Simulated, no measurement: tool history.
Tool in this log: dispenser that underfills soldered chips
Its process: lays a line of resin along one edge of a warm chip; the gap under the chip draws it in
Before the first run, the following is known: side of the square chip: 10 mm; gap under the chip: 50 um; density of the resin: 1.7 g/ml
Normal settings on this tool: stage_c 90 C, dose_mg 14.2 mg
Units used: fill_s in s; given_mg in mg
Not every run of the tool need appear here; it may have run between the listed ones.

Run 1, hour 0.0: usual settings. Result: fill_s 124.0 s, given_mg 13.97 mg.
Run 2, hour 9.7: usual settings but dose_mg 12.6 mg. Result: fill_s 123.4 s, given_mg 12.35 mg.
Run 3, hour 19.9: usual settings but dose_mg 12.6 mg. Result: fill_s 132.0 s, given_mg 12.35 mg.
Run 4, hour 26.4: usual settings but dose_mg 12.6 mg. Result: fill_s 119.0 s, given_mg 12.32 mg.
Run 5, hour 35.4: usual settings but stage_c 86 C. Result: fill_s 135.1 s, given_mg 13.84 mg.
Run 6, hour 44.5: usual settings but stage_c 86 C. Result: fill_s 137.5 s, given_mg 13.84 mg.
Run 7, hour 50.9: usual settings. Result: fill_s 107.5 s, given_mg 13.82 mg.
Run 8, hour 56.5: usual settings. Result: fill_s 132.1 s, given_mg 13.81 mg.
Run 9, hour 64.4: usual settings. Result: fill_s 128.0 s, given_mg 13.73 mg.
Run 10, hour 75.3: usual settings. Result: fill_s 129.2 s, given_mg 13.75 mg.
Run 11, hour 85.7: usual settings but stage_c 97 C, dose_mg 16.0 mg. Result: fill_s 105.8 s, given_mg 15.42 mg.
Run 12, hour 95.8: usual settings but stage_c 92 C, dose_mg 14.5 mg. Result: fill_s 128.5 s, given_mg 13.97 mg.
Run 13, hour 106.1: usual settings but stage_c 79 C, dose_mg 15.9 mg. Result: fill_s 212.9 s, given_mg 15.24 mg.
Run 14, hour 117.8: usual settings but stage_c 79 C, dose_mg 15.9 mg. Result: fill_s 173.2 s, given_mg 15.24 mg.
Run 15, hour 128.8: usual settings but stage_c 89 C, dose_mg 16.2 mg. Result: fill_s 127.7 s, given_mg 15.51 mg.
Run 16, hour 137.0: usual settings but stage_c 89 C, dose_mg 16.2 mg. Result: fill_s 120.4 s, given_mg 15.44 mg.
Run 17, hour 145.5: usual settings but stage_c 87 C, dose_mg 16.5 mg. Result: fill_s 126.4 s, given_mg 15.71 mg.
Run 18, hour 155.7: usual settings but stage_c 86 C, dose_mg 14.4 mg. Result: fill_s 127.6 s, given_mg 14.29 mg.
Run 19, hour 167.8: usual settings but stage_c 82 C, dose_mg 14.6 mg. Result: fill_s 167.9 s, given_mg 14.47 mg.
Run 20, hour 180.2: usual settings but stage_c 98 C, dose_mg 17.4 mg. Result: fill_s 101.8 s, given_mg 17.23 mg.

Removed from this log: 20 entries logged between the listed runs. Between which two listed runs does each belong, and how does the tool's hidden state at the listed run before it compare with that at the listed run after it?
Between runs 1 and 2: new syringe of resin (hour 5.8)
  resin's viscosity, % of fresh resin's: 115.3 -> 113.9; dose that the valve gives, % of what is set: 98.42 -> 98.2; true chip temperature over the reading, C: -0.49 -> -0.52
  what was measured, less what the result would be without the hidden state, fill_s: +18.5 -> +17.4 s; given_mg: -0.22 -> -0.23 mg
Between runs 2 and 3: new syringe of resin (hour 14.7)
  resin's viscosity, % of fresh resin's: 113.9 -> 121.6; dose that the valve gives, % of what is set: 98.2 -> 97.98; true chip temperature over the reading, C: -0.52 -> -0.55
  what was measured, less what the result would be without the hidden state, fill_s: +17.4 -> +26.1 s; given_mg: -0.23 -> -0.25 mg
Between runs 3 and 4: new syringe of resin (hour 23.9)
  resin's viscosity, % of fresh resin's: 121.6 -> 111.3; dose that the valve gives, % of what is set: 97.98 -> 97.84; true chip temperature over the reading, C: -0.55 -> -0.57
  what was measured, less what the result would be without the hidden state, fill_s: +26.1 -> +14.8 s; given_mg: -0.25 -> -0.27 mg
Between runs 4 and 5: new syringe of resin (hour 33.1)
  resin's viscosity, % of fresh resin's: 111.3 -> 108.9; dose that the valve gives, % of what is set: 97.84 -> 97.64; true chip temperature over the reading, C: -0.57 -> -0.6
  what was measured, less what the result would be without the hidden state, fill_s: +14.8 -> +14.2 s; given_mg: -0.27 -> -0.33 mg
Between runs 5 and 6: new syringe of resin (hour 42.1)
  resin's viscosity, % of fresh resin's: 108.9 -> 110.7; dose that the valve gives, % of what is set: 97.64 -> 97.45; true chip temperature over the reading, C: -0.6 -> -0.63
  what was measured, less what the result would be without the hidden state, fill_s: +14.2 -> +16.6 s; given_mg: -0.33 -> -0.36 mg
Between runs 6 and 7: new syringe of resin (hour 50.9)
  resin's viscosity, % of fresh resin's: 110.7 -> 100.9; dose that the valve gives, % of what is set: 97.45 -> 97.32; true chip temperature over the reading, C: -0.63 -> -0.65
  what was measured, less what the result would be without the hidden state, fill_s: +16.6 -> +3.8 s; given_mg: -0.36 -> -0.38 mg
Between runs 8 and 9: new syringe of resin (hour 60.4)
  resin's viscosity, % of fresh resin's: 123.4 -> 117.7; dose that the valve gives, % of what is set: 97.2 -> 97.03; true chip temperature over the reading, C: -0.67 -> -0.69
  what was measured, less what the result would be without the hidden state, fill_s: +27.9 -> +22.2 s; given_mg: -0.40 -> -0.42 mg
Between runs 9 and 10: new syringe of resin (hour 70.1)
  resin's viscosity, % of fresh resin's: 117.7 -> 118.8; dose that the valve gives, % of what is set: 97.03 -> 96.8; true chip temperature over the reading, C: -0.69 -> -0.73
  what was measured, less what the result would be without the hidden state, fill_s: +22.2 -> +23.7 s; given_mg: -0.42 -> -0.46 mg
Between runs 10 and 11: new syringe of resin (hour 79.8)
  resin's viscosity, % of fresh resin's: 118.8 -> 127.6; dose that the valve gives, % of what is set: 96.8 -> 96.57; true chip temperature over the reading, C: -0.73 -> -0.76
  what was measured, less what the result would be without the hidden state, fill_s: +23.7 -> +25.4 s; given_mg: -0.46 -> -0.54 mg
Between runs 11 and 12: new syringe of resin (hour 89.2)
  resin's viscosity, % of fresh resin's: 127.6 -> 127.4; dose that the valve gives, % of what is set: 96.57 -> 96.35; true chip temperature over the reading, C: -0.76 -> -0.8
  what was measured, less what the result would be without the hidden state, fill_s: +25.4 -> +30.9 s; given_mg: -0.54 -> -0.53 mg
Between runs 12 and 13: new syringe of resin (hour 98.4)
  resin's viscosity, % of fresh resin's: 127.4 -> 132.2; dose that the valve gives, % of what is set: 96.35 -> 96.15; true chip temperature over the reading, C: -0.8 -> -0.83
  what was measured, less what the result would be without the hidden state, fill_s: +30.9 -> +57.2 s; given_mg: -0.53 -> -0.61 mg
Between runs 13 and 14: new syringe of resin (hour 107.4); new syringe of resin (hour 116.6)
  resin's viscosity, % of fresh resin's: 132.2 -> 103.5; dose that the valve gives, % of what is set: 96.15 -> 95.9; true chip temperature over the reading, C: -0.83 -> -0.87
  what was measured, less what the result would be without the hidden state, fill_s: +57.2 -> +11.8 s; given_mg: -0.61 -> -0.65 mg
Between runs 14 and 15: new syringe of resin (hour 126.2)
  resin's viscosity, % of fresh resin's: 103.5 -> 113.3; dose that the valve gives, % of what is set: 95.9 -> 95.67; true chip temperature over the reading, C: -0.87 -> -0.9
  what was measured, less what the result would be without the hidden state, fill_s: +11.8 -> +18.9 s; given_mg: -0.65 -> -0.70 mg
Between runs 15 and 16: new syringe of resin (hour 135.6)
  resin's viscosity, % of fresh resin's: 113.3 -> 106; dose that the valve gives, % of what is set: 95.67 -> 95.47; true chip temperature over the reading, C: -0.9 -> -0.93
  what was measured, less what the result would be without the hidden state, fill_s: +18.9 -> +10.9 s; given_mg: -0.70 -> -0.73 mg
Between runs 16 and 17: new syringe of resin (hour 145.0)
  resin's viscosity, % of fresh resin's: 106 -> 104.7; dose that the valve gives, % of what is set: 95.47 -> 95.29; true chip temperature over the reading, C: -0.93 -> -0.96
  what was measured, less what the result would be without the hidden state, fill_s: +10.9 -> +10.2 s; given_mg: -0.73 -> -0.78 mg
Between runs 17 and 18: dispensing valve cleaned and set on the balance (hour 149.1); new syringe of resin (hour 155.2)
  resin's viscosity, % of fresh resin's: 104.7 -> 100.8; dose that the valve gives, % of what is set: 95.29 -> 99.47; true chip temperature over the reading, C: -0.96 -> -0.99
  what was measured, less what the result would be without the hidden state, fill_s: +10.2 -> +5.6 s; given_mg: -0.78 -> -0.08 mg
Between runs 18 and 19: new syringe of resin (hour 164.7)
  resin's viscosity, % of fresh resin's: 100.8 -> 115; dose that the valve gives, % of what is set: 99.47 -> 99.21; true chip temperature over the reading, C: -0.99 -> -1.03
  what was measured, less what the result would be without the hidden state, fill_s: +5.6 -> +27.5 s; given_mg: -0.08 -> -0.11 mg
Between runs 19 and 20: new syringe of resin (hour 174.4)
  resin's viscosity, % of fresh resin's: 115 -> 124.6; dose that the valve gives, % of what is set: 99.21 -> 98.92; true chip temperature over the reading, C: -1.03 -> -1.07
  what was measured, less what the result would be without the hidden state, fill_s: +27.5 -> +23.2 s; given_mg: -0.11 -> -0.19 mg
